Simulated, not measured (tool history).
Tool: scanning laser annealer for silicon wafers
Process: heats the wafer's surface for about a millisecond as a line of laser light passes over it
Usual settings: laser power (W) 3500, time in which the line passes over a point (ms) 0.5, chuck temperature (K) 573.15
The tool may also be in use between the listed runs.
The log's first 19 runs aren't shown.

run    hour  laser power (W)  time in which the line passes over a point (ms)  chuck temperature (K)  highest temperature of the surface (K)
 20   889.5             3321                                            0.524                 573.15                                 1377.15
 21   936.2             3399                                            0.454                 547.15                                 1319.15
 22   998.1             3500                                            0.381                 536.15                                 1268.15
 23  1058.1             3500                                            0.381                 536.15                                 1272.15
 24  1099.7             3608                                            0.381                 576.15                                 1334.15
 25  1150.2             3608                                            0.381                 576.15                                 1335.15
 26  1189.8             3500                                            0.443                 573.15                                 1361.15
 27  1223.3             3500                                            0.443                 573.15                                 1361.15
 28  1258.2             3500                                            0.443                 573.15                                 1359.15
 29  1287.3             3500                                            0.443                 578.15                                 1366.15
     1332.3  -- window over the wafer cleaned
 30    1336             3500                                            0.423                 545.15                                 1317.15
 31  1382.2             3500                                            0.423                 545.15                                 1313.15
 32  1411.2             3381                                            0.457                 589.15                                 1360.15
 33    1448             3558                                            0.457                 589.15                                 1405.15
 34    1504             3558                                            0.391                 589.15                                 1344.15
 35  1535.2             3392                                            0.505                 552.15                                 1364.15
 36  1579.3             3576                                            0.597                 552.15                                 1479.15
 37  1639.9             3576                                            0.597                 552.15                                 1477.15
 38  1689.7             3791                                            0.402                 558.15                                 1376.15
 39  1727.8             3500                                            0.356                 580.15                                 1291.15
     1744.6  -- optics aligned, line set to its width
 40  1790.6             3500                                            0.356                 580.15                                 1292.15

Forecast each of these 3 alternatives for the next run:
  A  1853.3             3464                                            0.391                 557.15                                       ?
  B  1853.3             3144                                            0.584                 552.15                                       ?
  C  1853.3             3500                                            0.559                 572.15                                       ?

run  highest temperature of the surface (K)
  A                                 1295.15
  B                                 1352.15
  C                                 1449.15
Without the tool's hidden state the same runs would have given:
run  highest temperature of the surface (K)
  A                                 1295.15
  B                                 1352.15
  C                                 1449.15

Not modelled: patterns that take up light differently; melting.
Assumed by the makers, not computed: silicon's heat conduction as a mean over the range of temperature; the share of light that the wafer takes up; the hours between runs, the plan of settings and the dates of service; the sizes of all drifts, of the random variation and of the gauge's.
